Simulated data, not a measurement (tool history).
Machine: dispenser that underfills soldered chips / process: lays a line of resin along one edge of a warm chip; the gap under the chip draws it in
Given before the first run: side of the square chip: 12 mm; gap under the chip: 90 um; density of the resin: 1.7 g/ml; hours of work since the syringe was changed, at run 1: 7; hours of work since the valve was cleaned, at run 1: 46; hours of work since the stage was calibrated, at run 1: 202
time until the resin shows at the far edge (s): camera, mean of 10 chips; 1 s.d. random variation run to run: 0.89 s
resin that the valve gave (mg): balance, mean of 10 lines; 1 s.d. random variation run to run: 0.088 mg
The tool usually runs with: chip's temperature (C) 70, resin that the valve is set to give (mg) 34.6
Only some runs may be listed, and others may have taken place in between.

run   hour  chip's temperature (C)  resin that the valve is set to give (mg)  hours of work since the syringe was changed  hours of work since the valve was cleaned  hours of work since the stage was calibrated  time until the resin shows at the far edge (s)  resin that the valve gave (mg)
  1    0.0                      70                                      34.6                                            7                                         46                                           202                                           116.6                           33.15
       5.7  -- new syringe of resin
  2    6.0                      70                                      34.6                                            0                                         50                                           206                                            81.8                           33.09
      14.6  -- dispensing valve cleaned and set on the balance
  3   15.7                      70                                      34.6                                            7                                          1                                           212                                           109.0                           34.38
      22.6  -- new syringe of resin
  4   22.6                      70                                      34.6                                            0                                          6                                           217                                            81.2                           34.31
  5   27.3                      70                                      34.6                                            3                                          9                                           221                                            93.7                           34.20
  6   33.4                      70                                      34.6                                            8                                         14                                           225                                           115.5                           34.14
      38.1  -- new syringe of resin
  7   42.1                      70                                      43.7                                            3                                         20                                           231                                            90.6                           42.92
  8   46.0                      70                                      43.7                                            6                                         23                                           234                                           102.1                           42.62
  9   50.9                      70                                      43.7                                            9                                         26                                           238                                           117.4                           42.61
      53.6  -- new syringe of resin
 10   59.7                      70                                      34.6                                            5                                         33                                           244                                            97.4                           33.47
 11   66.0                      70                                      34.6                                            9                                         37                                           249                                           117.8                           33.36
      69.5  -- new syringe of resin
 12   73.9                      70                                      34.6                                            3                                         43                                           254                                            96.0                           33.31
 13   80.4                      70                                      34.6                                            8                                         48                                           259                                           113.1                           33.13
      85.4  -- new syringe of resin
 14   88.7                      70                                      32.7                                            2                                         53                                           265                                            91.0                           31.05
      93.4  -- dispensing valve cleaned and set on the balance
 15   95.6                      66                                      32.7                                            7                                          2                                           269                                           127.9                           32.59
     102.1  -- new syringe of resin
 16  102.1                      64                                      34.6                                            0                                          6                                           274                                           105.9                           34.34
 17  106.0                      64                                      34.6                                            3                                          9                                           277                                           117.2                           34.21
 18  110.7                      64                                      34.6                                            6                                         12                                           280                                           135.9                           34.15
     117.5  -- new syringe of resin
 19  117.9                      85                                      33.9                                            0                                         18                                           285                                            45.2                           33.33
 20  125.4                      80                                      33.1                                            6                                         23                                           291                                            69.4                           32.31
 21  131.3                      80                                      33.1                                           10                                         27                                           295                                            81.9                           32.12
     133.0  -- new syringe of resin
 22  137.2                      80                                      31.8                                            3                                         32                                           299                                            60.8                           30.76
 23  144.0                      70                                      35.9                                            8                                         37                                           304                                           110.8                           34.44
     148.8  -- new syringe of resin
 24  152.3                      62                                      34.3                                            3                                         42                                           310                                           125.3                           33.00
 25  157.9                      76                                      45.0                                            7                                         47                                           314                                            81.0                           42.77
     164.4  -- new syringe of resin
 26  165.9                      70                                      42.1                                            1                                         52                                           320                                            82.3                           40.00
 27  170.2                      59                                      31.4                                            4                                         55                                           323                                           160.3                           29.74
     171.8  -- dispensing valve cleaned and set on the balance
 28  179.6                      75                                      29.6                                           10                                          6                                           329                                           102.7                           29.39
     180.9  -- new syringe of resin
 29  187.5                      75                                      29.6                                            5                                         11                                           335                                            82.0                           29.35
 30  194.8                      58                                      38.9                                           10                                         17                                           340                                           208.8                           38.26
     196.9  -- new syringe of resin
 31  203.8                      81                                      43.9                                            5                                         23                                           346                                            62.8                           43.06
     212.5  -- new syringe of resin
 32  212.8                      81                                      43.9                                            0                                         29                                           353                                            50.6                           42.63
 33  216.4                      81                                      43.9                                            3                                         32                                           356                                            55.3                           42.57
 34  222.5                      81                                      43.9                                            7                                         37                                           360                                            65.7                           42.35
     228.1  -- new syringe of resin
 35  230.7                      72                                      35.6                                            2                                         42                                           366                                            81.0                           33.98

Entry by entry between the runs, the difference in hidden state between the last listed run before and the first listed run after:
Run 1 -> run 2: new syringe of resin (hour 5.7)
  resin's viscosity, % of fresh resin's: 137.9 -> 100.6; dose that the valve gives, % of what is set: 96.14 -> 95.73; true chip temperature over the reading, C: 0.47 -> 0.48
  the result without the hidden state subtracted from the measured one, time until the resin shows at the far edge (s): +30.8 -> -0.7; resin that the valve gave (mg): -1.33 -> -1.48
Run 2 -> run 3: dispensing valve cleaned and set on the balance (hour 14.6)
  resin's viscosity, % of fresh resin's: 100.6 -> 130.5; dose that the valve gives, % of what is set: 95.73 -> 99.83; true chip temperature over the reading, C: 0.48 -> 0.51
  the result without the hidden state subtracted from the measured one, time until the resin shows at the far edge (s): -0.7 -> +23.6; resin that the valve gave (mg): -1.48 -> -0.06
Run 3 -> run 4: new syringe of resin (hour 22.6)
  resin's viscosity, % of fresh resin's: 130.5 -> 99.6; dose that the valve gives, % of what is set: 99.83 -> 99.35; true chip temperature over the reading, C: 0.51 -> 0.53
  the result without the hidden state subtracted from the measured one, time until the resin shows at the far edge (s): +23.6 -> -2.1; resin that the valve gave (mg): -0.06 -> -0.23
Run 6 -> run 7: new syringe of resin (hour 38.1)
  resin's viscosity, % of fresh resin's: 137.7 -> 111.6; dose that the valve gives, % of what is set: 98.62 -> 98.03; true chip temperature over the reading, C: 0.57 -> 0.59
  the result without the hidden state subtracted from the measured one, time until the resin shows at the far edge (s): +29.6 -> +7.3; resin that the valve gave (mg): -0.48 -> -0.86
Run 9 -> run 10: new syringe of resin (hour 53.6)
  resin's viscosity, % of fresh resin's: 145.1 -> 119.3; dose that the valve gives, % of what is set: 97.37 -> 96.82; true chip temperature over the reading, C: 0.62 -> 0.65
  the result without the hidden state subtracted from the measured one, time until the resin shows at the far edge (s): +34.4 -> +13.8; resin that the valve gave (mg): -1.15 -> -1.10
Run 11 -> run 12: new syringe of resin (hour 69.5)
  resin's viscosity, % of fresh resin's: 144.1 -> 114.2; dose that the valve gives, % of what is set: 96.42 -> 95.88; true chip temperature over the reading, C: 0.67 -> 0.7
  the result without the hidden state subtracted from the measured one, time until the resin shows at the far edge (s): +34.1 -> +9.9; resin that the valve gave (mg): -1.24 -> -1.43
Run 13 -> run 14: new syringe of resin (hour 85.4)
  resin's viscosity, % of fresh resin's: 138.8 -> 110.4; dose that the valve gives, % of what is set: 95.49 -> 94.92; true chip temperature over the reading, C: 0.72 -> 0.74
  the result without the hidden state subtracted from the measured one, time until the resin shows at the far edge (s): +29.5 -> +6.7; resin that the valve gave (mg): -1.56 -> -1.66
Run 14 -> run 15: dispensing valve cleaned and set on the balance (hour 93.4)
  resin's viscosity, % of fresh resin's: 110.4 -> 131.7; dose that the valve gives, % of what is set: 94.92 -> 99.58; true chip temperature over the reading, C: 0.74 -> 0.76
  the result without the hidden state subtracted from the measured one, time until the resin shows at the far edge (s): +6.7 -> +27.5; resin that the valve gave (mg): -1.66 -> -0.13
Run 15 -> run 16: new syringe of resin (hour 102.1)
  resin's viscosity, % of fresh resin's: 131.7 -> 99.8; dose that the valve gives, % of what is set: 99.58 -> 99.17; true chip temperature over the reading, C: 0.76 -> 0.78
  the result without the hidden state subtracted from the measured one, time until the resin shows at the far edge (s): +27.5 -> -3.8; resin that the valve gave (mg): -0.13 -> -0.28
Run 18 -> run 19: new syringe of resin (hour 117.5)
  resin's viscosity, % of fresh resin's: 129 -> 102.3; dose that the valve gives, % of what is set: 98.58 -> 98.08; true chip temperature over the reading, C: 0.81 -> 0.83
  the result without the hidden state subtracted from the measured one, time until the resin shows at the far edge (s): +26.8 -> -0.4; resin that the valve gave (mg): -0.49 -> -0.65
Run 21 -> run 22: new syringe of resin (hour 133.0)
  resin's viscosity, % of fresh resin's: 152.7 -> 111.8; dose that the valve gives, % of what is set: 97.16 -> 96.78; true chip temperature over the reading, C: 0.87 -> 0.89
  the result without the hidden state subtracted from the measured one, time until the resin shows at the far edge (s): +26.8 -> +4.8; resin that the valve gave (mg): -0.94 -> -1.03
Run 23 -> run 24: new syringe of resin (hour 148.8)
  resin's viscosity, % of fresh resin's: 137.1 -> 110.1; dose that the valve gives, % of what is set: 96.31 -> 95.83; true chip temperature over the reading, C: 0.91 -> 0.94
  the result without the hidden state subtracted from the measured one, time until the resin shows at the far edge (s): +26.9 -> +7.3; resin that the valve gave (mg): -1.32 -> -1.44
Run 25 -> run 26: new syringe of resin (hour 164.4)
  resin's viscosity, % of fresh resin's: 130.4 -> 103.9; dose that the valve gives, % of what is set: 95.42 -> 94.91; true chip temperature over the reading, C: 0.96 -> 0.98
  the result without the hidden state subtracted from the measured one, time until the resin shows at the far edge (s): +16.4 -> -0.2; resin that the valve gave (mg): -2.05 -> -2.14
Run 27 -> run 28: dispensing valve cleaned and set on the balance (hour 171.8)
  resin's viscosity, % of fresh resin's: 118 -> 152; dose that the valve gives, % of what is set: 94.62 -> 99.28; true chip temperature over the reading, C: 0.99 -> 1.02
  the result without the hidden state subtracted from the measured one, time until the resin shows at the far edge (s): +19.9 -> +32.4; resin that the valve gave (mg): -1.69 -> -0.22
Run 28 -> run 29: new syringe of resin (hour 180.9)
  resin's viscosity, % of fresh resin's: 152 -> 123.1; dose that the valve gives, % of what is set: 99.28 -> 98.81; true chip temperature over the reading, C: 1.02 -> 1.04
  the result without the hidden state subtracted from the measured one, time until the resin shows at the far edge (s): +32.4 -> +12.6; resin that the valve gave (mg): -0.22 -> -0.35
Run 30 -> run 31: new syringe of resin (hour 196.9)
  resin's viscosity, % of fresh resin's: 153.1 -> 124.6; dose that the valve gives, % of what is set: 98.35 -> 97.75; true chip temperature over the reading, C: 1.06 -> 1.09
  the result without the hidden state subtracted from the measured one, time until the resin shows at the far edge (s): +65.9 -> +10.2; resin that the valve gave (mg): -0.64 -> -0.99
Run 31 -> run 32: new syringe of resin (hour 212.5)
  resin's viscosity, % of fresh resin's: 124.6 -> 99.7; dose that the valve gives, % of what is set: 97.75 -> 97.11; true chip temperature over the reading, C: 1.09 -> 1.12
  the result without the hidden state subtracted from the measured one, time until the resin shows at the far edge (s): +10.2 -> -2.5; resin that the valve gave (mg): -0.99 -> -1.27
Run 34 -> run 35: new syringe of resin (hour 228.1)
  resin's viscosity, % of fresh resin's: 133.6 -> 108.8; dose that the valve gives, % of what is set: 96.42 -> 95.86; true chip temperature over the reading, C: 1.15 -> 1.17
  the result without the hidden state subtracted from the measured one, time until the resin shows at the far edge (s): +14.3 -> +3.1; resin that the valve gave (mg): -1.58 -> -1.47
